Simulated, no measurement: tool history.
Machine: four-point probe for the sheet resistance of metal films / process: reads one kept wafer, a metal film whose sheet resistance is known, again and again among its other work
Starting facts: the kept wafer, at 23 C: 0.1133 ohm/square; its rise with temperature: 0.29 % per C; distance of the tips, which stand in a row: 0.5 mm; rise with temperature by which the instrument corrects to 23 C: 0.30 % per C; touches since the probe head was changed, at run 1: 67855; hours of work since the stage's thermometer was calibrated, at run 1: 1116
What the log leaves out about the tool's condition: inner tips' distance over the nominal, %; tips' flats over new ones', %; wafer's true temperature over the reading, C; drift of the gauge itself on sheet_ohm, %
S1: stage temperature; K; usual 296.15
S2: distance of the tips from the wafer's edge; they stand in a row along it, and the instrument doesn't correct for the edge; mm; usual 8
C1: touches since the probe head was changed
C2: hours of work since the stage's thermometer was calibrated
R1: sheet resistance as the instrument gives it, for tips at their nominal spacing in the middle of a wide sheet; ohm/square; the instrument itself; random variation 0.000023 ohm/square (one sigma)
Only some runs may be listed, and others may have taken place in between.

run    hour      S1  S2      C1    C2        R1
  1       0  296.15   8   67855  1116  0.112057
  2    37.8  296.15   8   68954  1135  0.112076
  3    84.3  296.15   8   70307  1159  0.111987
  4   144.3  296.15   8   72055  1189  0.112023
  5   181.1  296.15   8   73126  1207  0.112011
  6   234.2  296.15   8   74670  1234  0.112031
      279.3  -- stage's thermometer calibrated
  7   279.3  296.15   8   75968     0  0.112139
  8   333.8  295.15   8   77553    27  0.112112
  9   404.4  295.15   8   79607    63  0.112122
 10   489.6  296.15   8   82087   106  0.112118
 11   573.3  296.15   8   84520   148  0.112076
 12   661.6  293.15   5   87090   192  0.112451
 13   717.3  308.15  52   88709   220  0.111746
 14   784.2  300.15  43   90657   254  0.111736
 15   834.2  296.15  65   92112   279  0.111744
 16   873.2  295.15  18   93246   298  0.111789
 17   947.6  292.15   9   95412   336  0.111927
 18   990.6  305.15  54   96662   357   0.11166
 19  1028.1  297.15  57   97752   376  0.111709
 20  1112.5  293.15  17  100210   419  0.111715
 21  1189.8  293.15  65  102457   457  0.111686

What if the next run were any one of these 5? Each begins from the tool's condition after run 21:
  A  1259.4  295.15  65  104481  492   ?
  B  1259.4  298.15  34  104481  492   ?
  C  1259.4  298.15  12  104481  492   ?
  D  1259.4  304.15  40  104481  492   ?
  E  1259.4  300.15  28  104481  492   ?

run        R1
  A  0.111679
  B  0.111688
  C  0.111729
  D  0.111617
  E  0.111619
The same runs, with their run-to-run variation unchanged, on a tool lacking any hidden condition would have given:
run        R1
  A  0.113328
  B  0.113336
  C  0.113379
  D  0.113264
  E  0.113266
